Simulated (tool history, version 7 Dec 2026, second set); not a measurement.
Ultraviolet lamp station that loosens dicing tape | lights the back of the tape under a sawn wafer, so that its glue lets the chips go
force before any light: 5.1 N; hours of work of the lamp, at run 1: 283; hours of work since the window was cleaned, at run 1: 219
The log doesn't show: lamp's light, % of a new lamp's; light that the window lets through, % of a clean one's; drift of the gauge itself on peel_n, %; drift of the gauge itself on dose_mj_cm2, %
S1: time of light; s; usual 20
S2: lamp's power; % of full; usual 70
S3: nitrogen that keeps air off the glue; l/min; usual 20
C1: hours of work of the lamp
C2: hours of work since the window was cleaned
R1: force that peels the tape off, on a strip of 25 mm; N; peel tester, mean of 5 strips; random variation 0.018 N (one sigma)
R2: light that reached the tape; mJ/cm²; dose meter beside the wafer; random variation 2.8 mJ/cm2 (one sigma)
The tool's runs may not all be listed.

run   hour  S1   S2  S3   C1   C2     R1   R2
  1    0.0  20   70  20  283  219  1.186  307
  2   40.2  20   70  20  308  244  1.239  301
  3   70.8  20   70  20  327  263  1.273  295
  4  109.1  20   70  20  351  287  1.313  287
     112.3  -- window cleaned of glue's vapour
  5  136.5  20   70  20  368   15  1.432  260
  6  168.8  20  100  20  388   35  0.941  363
  7  208.7  20  100  20  413   60  0.970  352
  8  225.1  33   79  20  423   70  0.660  459
  9  248.9  15   70   7  438   85  2.855  183
 10  267.3  15   70   7  449   96  2.877  180
 11  293.1  14   88   7  465  113  2.539  205

Some steps in R1 between neighbouring runs. How much of each would the tool show without its hidden state too (settings, what came in, random variation), and how much is left for the hidden state, with any gauge scatter that isn't in both results?
Run 8 -> 9: S1 33 -> 15, S2 79 -> 70, S3 20 -> 7. R1 +2.195 N: hidden state +0.509, all else +1.686.
